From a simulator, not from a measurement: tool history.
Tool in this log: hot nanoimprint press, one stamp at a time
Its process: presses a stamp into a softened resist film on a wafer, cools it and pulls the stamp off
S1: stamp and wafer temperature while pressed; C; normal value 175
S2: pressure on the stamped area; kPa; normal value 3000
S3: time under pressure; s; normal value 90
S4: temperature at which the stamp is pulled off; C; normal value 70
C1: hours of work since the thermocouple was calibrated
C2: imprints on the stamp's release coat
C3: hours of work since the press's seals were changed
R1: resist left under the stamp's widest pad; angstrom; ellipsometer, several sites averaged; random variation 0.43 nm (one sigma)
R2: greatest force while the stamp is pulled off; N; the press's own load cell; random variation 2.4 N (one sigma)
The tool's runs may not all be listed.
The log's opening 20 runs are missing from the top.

| run | hour | S1 | S2 | S3 | S4 | C1 | C2 | C3 | R1 | R2 |
|---|---|---|---|---|---|---|---|---|---|---|
| 21 | 163.6 | 175 | 2340 | 87 | 58 | 28 | 706 | 278 | 1037 | 140 |
| 22 | 175.4 | 181 | 3830 | 90 | 70 | 35 | 736 | 285 | 682 | 124 |
| 23 | 184.4 | 187 | 3000 | 143 | 73 | 41 | 759 | 291 | 544 | 127 |
| 24 | 193.5 | 177 | 2350 | 94 | 73 | 46 | 782 | 296 | 950 | 131 |
| 25 | 201 | 175 | 3000 | 71 | 68 | 51 | 801 | 301 | 995 | 130 |
| 26 | 213.3 | 175 | 3000 | 71 | 68 | 58 | 832 | 308 | 998 | 135 |
| 27 | 223.9 | 184 | 4080 | 71 | 68 | 65 | 859 | 315 | 674 | 132 |
| 28 | 232.7 | 184 | 4080 | 71 | 68 | 70 | 881 | 320 | 675 | 133 |
| 29 | 238.7 | 182 | 4080 | 71 | 68 | 74 | 897 | 324 | 718 | 139 |
| 30 | 245.6 | 164 | 4080 | 71 | 68 | 78 | 914 | 328 | 1191 | 132 |

3 ways to go on from here, each from the tool as it stands after run 30. What would each give?
| A | 250.7 | 179 | 3000 | 90 | 57 | 81 | 927 | 331 | ? | ? |
| B | 250.7 | 164 | 4300 | 71 | 68 | 81 | 927 | 331 | ? | ? |
| C | 250.7 | 165 | 4170 | 90 | 76 | 81 | 927 | 331 | ? | ? |

| run | R1 | R2 |
|---|---|---|
| A | 824 | 145 |
| B | 1167 | 143 |
| C | 1066 | 132 |
Without the tool's unlogged condition, the same runs would have read:
| run | R1 | R2 |
|---|---|---|
| A | 806 | 115 |
| B | 1139 | 113 |
| C | 1039 | 105 |
